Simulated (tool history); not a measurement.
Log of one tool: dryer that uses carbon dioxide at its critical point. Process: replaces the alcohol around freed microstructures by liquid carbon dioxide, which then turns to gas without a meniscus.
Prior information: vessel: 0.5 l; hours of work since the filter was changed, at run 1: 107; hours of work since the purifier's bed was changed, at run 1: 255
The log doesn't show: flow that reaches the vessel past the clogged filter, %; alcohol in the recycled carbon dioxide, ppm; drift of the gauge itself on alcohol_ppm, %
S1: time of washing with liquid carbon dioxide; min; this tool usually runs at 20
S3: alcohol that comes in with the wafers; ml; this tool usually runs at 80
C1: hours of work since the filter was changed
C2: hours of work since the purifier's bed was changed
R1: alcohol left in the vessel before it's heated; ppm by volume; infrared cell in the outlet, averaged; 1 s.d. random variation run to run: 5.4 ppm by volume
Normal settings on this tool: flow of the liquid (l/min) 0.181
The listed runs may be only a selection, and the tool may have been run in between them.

run 1 hour=0.0 | S1=20 flow_of_the_liquid_(l/min)=0.181 S3=80 | C1=107 C2=255 | R1=240
run 2 hour=7.2 | S1=20 flow_of_the_liquid_(l/min)=0.181 S3=65 | C1=112 C2=260 | R1=203
run 3 hour=16.9 | S1=20 flow_of_the_liquid_(l/min)=0.181 S3=65 | C1=119 C2=267 | R1=218
run 4 hour=27.5 | S1=20 flow_of_the_liquid_(l/min)=0.181 S3=65 | C1=127 C2=275 | R1=224
run 5 hour=32.3 | S1=20 flow_of_the_liquid_(l/min)=0.181 S3=65 | C1=131 C2=279 | R1=222
run 6 hour=43.6 | S1=20 flow_of_the_liquid_(l/min)=0.181 S3=65 | C1=139 C2=287 | R1=226
run 7 hour=50.8 | S1=20 flow_of_the_liquid_(l/min)=0.120 S3=84 | C1=144 C2=292 | R1=2151
run 8 hour=58.4 | S1=26 flow_of_the_liquid_(l/min)=0.299 S3=80 | C1=150 C2=298 | R1=101
run 9 hour=68.0 | S1=17 flow_of_the_liquid_(l/min)=0.264 S3=118 | C1=157 C2=305 | R1=142
run 10 hour=73.0 | S1=28 flow_of_the_liquid_(l/min)=0.111 S3=80 | C1=160 C2=308 | R1=668

Each row is a separate what-if for the run after 10, all from the same tool condition, not one after another. Results?
run A hour=79.2 | S1=13 flow_of_the_liquid_(l/min)=0.167 S3=55 | C1=165 C2=313 | R1=?
run B hour=79.2 | S1=15 flow_of_the_liquid_(l/min)=0.291 S3=89 | C1=165 C2=313 | R1=?
run C hour=79.2 | S1=20 flow_of_the_liquid_(l/min)=0.163 S3=29 | C1=165 C2=313 | R1=?
run D hour=79.2 | S1=15 flow_of_the_liquid_(l/min)=0.111 S3=80 | C1=165 C2=313 | R1=?

run=A R1=1987
run=B R1=135
run=C R1=249
run=D R1=7871
With no hidden state in the tool, these same runs would have given:
run=A R1=1566
run=B R1=22
run=C R1=115
run=D R1=6771

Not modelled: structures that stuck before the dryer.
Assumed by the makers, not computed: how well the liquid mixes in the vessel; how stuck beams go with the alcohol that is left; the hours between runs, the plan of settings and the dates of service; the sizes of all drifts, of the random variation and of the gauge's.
